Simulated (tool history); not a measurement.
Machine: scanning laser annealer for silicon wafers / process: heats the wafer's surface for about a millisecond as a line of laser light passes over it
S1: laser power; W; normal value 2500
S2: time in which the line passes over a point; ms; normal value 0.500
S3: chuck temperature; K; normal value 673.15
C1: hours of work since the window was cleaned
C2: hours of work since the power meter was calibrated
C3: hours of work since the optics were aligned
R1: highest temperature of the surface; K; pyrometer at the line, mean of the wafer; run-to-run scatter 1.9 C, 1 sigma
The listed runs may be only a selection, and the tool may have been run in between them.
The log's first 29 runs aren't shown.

Run 30, hour 173.7: usual settings but S1 2551 W, S2 0.417 ms, S3 696.15 K; C1 319; C2 310; C3 1285. Result: R1 1413.15 K.
Run 31, hour 182.2: usual settings but S1 2551 W, S2 0.417 ms, S3 696.15 K; C1 325; C2 316; C3 1291. Result: R1 1415.15 K.
Run 32, hour 189.3: usual settings but S3 650.15 K; C1 329; C2 321; C3 1296. Result: R1 1423.15 K.
Run 33, hour 198.7: usual settings but S3 650.15 K; C1 336; C2 327; C3 1302. Result: R1 1422.15 K.
Run 34, hour 206.1: usual settings but S3 650.15 K; C1 341; C2 332; C3 1307. Result: R1 1422.15 K.
Run 35, hour 209.9: usual settings but S1 2339 W, S2 0.588 ms, S3 633.15 K; C1 344; C2 335; C3 1310. Result: R1 1415.15 K.
Run 36, hour 218.3: usual settings but S1 2738 W, S2 0.588 ms, S3 633.15 K; C1 350; C2 341; C3 1316. Result: R1 1566.15 K.
Run 37, hour 224.5: usual settings but S1 2738 W, S2 0.588 ms, S3 633.15 K; C1 354; C2 345; C3 1320. Result: R1 1568.15 K.
Run 38, hour 228.9: usual settings but S1 2738 W, S2 0.588 ms, S3 633.15 K; C1 357; C2 348; C3 1323. Result: R1 1564.15 K.
Run 39, hour 234.2: usual settings but S1 2369 W, S2 0.588 ms, S3 651.15 K; C1 361; C2 352; C3 1327. Result: R1 1444.15 K.
Run 40, hour 240.5: usual settings but S1 2581 W, S2 0.512 ms, S3 635.15 K; C1 365; C2 356; C3 1331. Result: R1 1445.15 K.

3 options for the next run, each taken on its own from the tool as it stands now. Forecast them:
Run A, hour 245.8: usual settings but S1 2356 W, S2 0.513 ms, S3 675.15 K; C1 369; C2 360; C3 1335. Result: R1 ?.
Run B, hour 245.8: usual settings but S1 2640 W, S2 0.401 ms, S3 696.15 K; C1 369; C2 360; C3 1335. Result: R1 ?.
Run C, hour 245.8: usual settings but S1 2574 W, S2 0.532 ms, S3 670.15 K; C1 369; C2 360; C3 1335. Result: R1 ?.

run       R1
  A  1407.15
  B  1424.15
  C  1493.15
Take away the tool's hidden state, keep each run's random variation, and the runs would have read:
run       R1
  A  1407.15
  B  1425.15
  C  1494.15
